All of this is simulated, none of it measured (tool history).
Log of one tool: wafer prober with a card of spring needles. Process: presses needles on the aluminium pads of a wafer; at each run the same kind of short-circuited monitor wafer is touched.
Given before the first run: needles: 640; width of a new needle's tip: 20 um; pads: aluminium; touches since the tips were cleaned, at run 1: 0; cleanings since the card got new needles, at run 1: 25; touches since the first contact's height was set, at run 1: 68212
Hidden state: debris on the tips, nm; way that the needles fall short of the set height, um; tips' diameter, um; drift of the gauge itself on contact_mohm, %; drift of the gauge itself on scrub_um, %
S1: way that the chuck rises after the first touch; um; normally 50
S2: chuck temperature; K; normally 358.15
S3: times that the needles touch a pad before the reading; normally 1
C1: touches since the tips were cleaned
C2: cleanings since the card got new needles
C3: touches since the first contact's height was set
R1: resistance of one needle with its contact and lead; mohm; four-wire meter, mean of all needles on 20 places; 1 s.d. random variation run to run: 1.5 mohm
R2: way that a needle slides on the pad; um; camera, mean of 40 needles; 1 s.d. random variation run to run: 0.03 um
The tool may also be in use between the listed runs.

run   hour  S1      S2  S3    C1  C2      C3   R1    R2
  1      0  50  358.15   1     0  25   68212  146  7.13
  2   11.3  50  358.15   1  2317  25   70529  143  7.13
      12.6  -- tips cleaned on abrasive film
  3   21.7  50  358.15   1  1856  26   72625  142  7.14
      25.5  -- tips cleaned on abrasive film
        38  -- tips cleaned on abrasive film
  4     38  50  358.15   1     0  28   75904  143  7.08
      50.2  -- tips cleaned on abrasive film
  5     54  50  358.15   2   789  29   79163  143  7.07
      62.5  -- tips cleaned on abrasive film
  6   64.7  50  358.15   2   437  30   81316  144  7.16
  7   73.2  50  358.15   1  2176  30   83055  145  7.14
      74.5  -- tips cleaned on abrasive film
      86.4  -- tips cleaned on abrasive film
  8   93.8  50  363.15   1  1509  32   87222  145  7.13
      98.6  -- tips cleaned on abrasive film
  9  109.3  30  340.15   2  2189  33   90373  166  4.29
     110.9  -- tips cleaned on abrasive film
     123.1  -- tips cleaned on abrasive film
 10  127.5  41  307.15   1   902  35   94049  142   5.8
     135.3  -- tips cleaned on abrasive film
 11  140.6  32  379.15   3  1078  36   96697  169  4.51
     147.5  -- tips cleaned on abrasive film
     159.3  -- tips cleaned on abrasive film
 12  159.8  32  379.15   3    86  38  100571  170  4.52
     172.1  -- tips cleaned on abrasive film
 13  176.4  32  379.15   3   874  39  103956  170   4.5
     184.1  -- tips cleaned on abrasive film
 14  195.6  50  307.15   1  2345  40  107856  133  7.03
     197.3  -- tips cleaned on abrasive film
 15  204.2  50  317.15   2  1397  41  109581  136  7.03

How would selected steps in R2 from run to run divide? Give the signed amount a tool lacking its hidden state would still show from settings, what came in and random variation, and the signed amount left for the hidden state, including any gauge scatter that is not in both of the compared results.
Run 8 -> 9: S1 50 -> 30, S2 363.15 -> 340.15, S3 1 -> 2, tips cleaned on abrasive film. R2 -2.84 um: hidden state +0.02, all else -2.86.
Run 13 -> 14: S1 32 -> 50, S2 379.15 -> 307.15, S3 3 -> 1, tips cleaned on abrasive film. R2 +2.53 um: hidden state -0.05, all else +2.58.
